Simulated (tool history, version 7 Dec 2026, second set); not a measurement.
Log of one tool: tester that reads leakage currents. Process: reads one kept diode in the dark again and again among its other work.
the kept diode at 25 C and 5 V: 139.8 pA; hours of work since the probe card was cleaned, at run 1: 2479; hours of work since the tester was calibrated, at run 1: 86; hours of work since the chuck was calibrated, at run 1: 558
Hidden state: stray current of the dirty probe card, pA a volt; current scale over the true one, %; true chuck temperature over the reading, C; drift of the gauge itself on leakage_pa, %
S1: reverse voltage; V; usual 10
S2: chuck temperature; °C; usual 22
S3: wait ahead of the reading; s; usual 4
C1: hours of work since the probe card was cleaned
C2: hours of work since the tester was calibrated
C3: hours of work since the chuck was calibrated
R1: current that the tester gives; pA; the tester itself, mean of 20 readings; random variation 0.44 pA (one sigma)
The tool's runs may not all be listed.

run,hour,S1,S2,S3,C1,C2,C3,R1
1,0,10,22,4,2479,86,558,145.59
# hour 177.3: probe card cleaned and baked
2,187.7,10,22,4,7,207,679,144.92
3,353.8,10,22,2.14,116,315,788,146.06
4,540.8,10,22,2.14,238,438,910,146.53
5,647.9,10,22,4,308,508,980,145.35
# hour 745.2: chuck's temperature calibrated
6,780.1,10,22,3.25,394,593,23,146.18
7,878.3,10,22,3.25,458,658,87,145.69
8,991.2,10,60,4,532,732,161,3533.43
9,1178.8,9.1,22,4,655,855,284,139.21
10,1359.2,10,30,4,773,973,402,304.13
11,1471.4,10,22,4,847,1046,476,145.3
12,1642.8,10,22,4,959,1159,588,145.89
13,1817.2,10,22,4,1073,1273,702,146.35
14,1976.5,10,41,4,1178,1377,807,784.43
15,2109.4,10,41,4,1265,1465,894,782.96
16,2261.5,10,41,4,1364,1564,994,783.47
# hour 2333.1: chuck's temperature calibrated
17,2438.5,10,41,4,1479,1679,69,785.51
18,2558.6,10,22,7.74,1558,1758,148,146.31
19,2692,10,22,7.74,1645,1845,235,145.54
20,2822,10,22,7.74,1730,1930,320,146.21
21,2915.2,4.8,21,4.49,1791,1991,381,94.08
22,3070.7,4.8,21,4.49,1893,2093,483,94.36
23,3218.9,10,22,5.71,1990,2190,580,145.19
24,3302.4,1.7,31,2.3,2045,2245,635,147.14
25,3425.9,4,32,4.9,2126,2326,716,238.95
26,3582.1,2.4,29,4,2228,2428,818,144.35
# hour 3601.1: tester calibrated
27,3751.1,2.4,29,4,2338,98,928,144.73
28,3853.6,2.4,29,4,2405,165,995,144.56
# hour 3925.9: chuck's temperature calibrated
29,4038.8,2.4,29,1.51,2525,285,74,144.73
# hour 4141.6: probe card cleaned and baked
30,4200.7,2.3,22,1,39,390,178,74.98
31,4350.7,2.3,48,4.84,137,488,276,715.95
32,4439.4,2.3,48,4.84,195,546,335,709.28
33,4573.1,3.4,33,4,283,634,422,242.91
34,4661.4,3,23,0.96,341,692,480,92.85
35,4839,3,23,0.96,457,808,596,92.51
36,5018.7,3,23,0.96,575,926,714,92.62
37,5108,1.1,23,0.32,633,984,773,58.99
38,5237.4,18.3,22,1.29,718,1069,857,194.64
39,5339.2,10,22,3.45,785,1136,924,145.36

How the hidden state differs across the entries between the runs, from the last listed run before each to the first after it:
Between runs 1 and 2: probe card cleaned and baked (hour 177.3)
  stray current of the dirty probe card, pA a volt: 0.043 -> 0.02
  measured less the result without the state, R1: +0.02 -> -0.27 pA
Between runs 5 and 6: chuck's temperature calibrated (hour 745.2)
  stray current of the dirty probe card, pA a volt: 0.023 -> 0.024; true chuck temperature over the reading, C: -0.03 -> 0
  measured less the result without the state, R1: -0.39 -> +0.02 pA
Between runs 16 and 17: chuck's temperature calibrated (hour 2333.1)
  stray current of the dirty probe card, pA a volt: 0.033 -> 0.034; true chuck temperature over the reading, C: -0.03 -> 0
  measured less the result without the state, R1: -2.05 -> +0.11 pA
Between runs 26 and 27: tester calibrated (hour 3601.1)
  stray current of the dirty probe card, pA a volt: 0.041 -> 0.042; current scale over the true one, %: 0.01 -> 0
  measured less the result without the state, R1: -0.29 -> -0.34 pA
Between runs 28 and 29: chuck's temperature calibrated (hour 3925.9)
  stray current of the dirty probe card, pA a volt: 0.043 -> 0.044; true chuck temperature over the reading, C: -0.03 -> 0
  measured less the result without the state, R1: -0.37 -> +0.04 pA
Between runs 29 and 30: probe card cleaned and baked (hour 4141.6)
  stray current of the dirty probe card, pA a volt: 0.044 -> 0.02; true chuck temperature over the reading, C: 0 -> -0.01
  measured less the result without the state, R1: +0.04 -> -0.04 pA

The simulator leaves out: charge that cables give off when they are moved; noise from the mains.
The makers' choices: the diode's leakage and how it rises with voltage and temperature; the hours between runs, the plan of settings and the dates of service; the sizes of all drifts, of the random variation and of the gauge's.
